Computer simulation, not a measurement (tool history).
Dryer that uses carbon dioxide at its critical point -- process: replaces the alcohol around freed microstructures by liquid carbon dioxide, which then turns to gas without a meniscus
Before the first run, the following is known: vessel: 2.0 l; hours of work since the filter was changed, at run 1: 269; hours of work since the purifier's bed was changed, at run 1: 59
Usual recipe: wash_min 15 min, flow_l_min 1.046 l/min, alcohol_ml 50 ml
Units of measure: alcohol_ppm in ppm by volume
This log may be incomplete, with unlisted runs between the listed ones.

run	hour	wash_min	flow_l_min	alcohol_ml	hours of work since the filter was changed	hours of work since the purifier's bed was changed	alcohol_ppm
1	0.0	15	1.046	50	269	59	53
2	10.5	15	1.046	50	274	64	49
3	25.7	17	1.046	50	281	72	29
4	35.0	15	1.046	50	286	76	49
5	43.5	15	1.046	50	290	80	62
6	51.4	15	0.820	50	294	84	194
7	62.6	15	0.820	50	299	90	196
8	74.6	15	1.046	50	305	96	65
9	82.5	15	0.780	50	309	100	246
10	95.9	15	0.780	50	316	106	251
11	108.5	15	1.680	50	322	112	14
12	122.6	15	1.680	50	329	119	12
13	135.5	15	1.680	50	335	126	4
14	145.2	15	1.680	50	340	130	15
15	153.9	15	1.180	50	344	135	41
16	167.3	15	1.180	50	351	141	31
17	177.4	15	1.180	50	356	146	37
18	190.2	15	1.180	50	362	153	37
19	198.2	15	1.180	50	366	157	35
20	209.2	15	1.046	50	372	162	64
21	215.6	24	1.046	50	375	165	20
22	223.6	15	1.046	50	379	169	61
23	232.4	15	1.046	50	383	173	62
24	244.6	15	1.046	50	389	179	55
25	255.0	15	1.046	50	394	184	69
26	265.0	12	1.170	102	399	189	196
27	276.0	19	1.020	68	404	195	30
28	288.2	15	0.940	50	410	201	105
29	302.3	15	0.940	50	417	208	113
30	315.4	15	0.940	50	424	214	116
31	325.1	15	0.790	50	428	219	260
32	331.5	15	1.120	50	432	222	48
33	342.4	20	1.290	50	437	227	15
34	350.6	15	0.910	57	441	231	154
35	365.8	23	0.880	33	449	239	25
36	372.0	15	1.080	64	452	242	66
37	385.1	18	0.710	50	458	248	195
38	395.1	13	1.040	95	463	253	250
39	401.9	15	1.030	82	466	257	113

Run 40, settings as shown, results not yet in. Your forecast:
40	411.4	16	0.700	28	471	261	?

alcohol_ppm: 202 ppm by volume
If the tool had no hidden condition, the same run with the same run-to-run variation would have returned alcohol_ppm 131 ppm by volume.
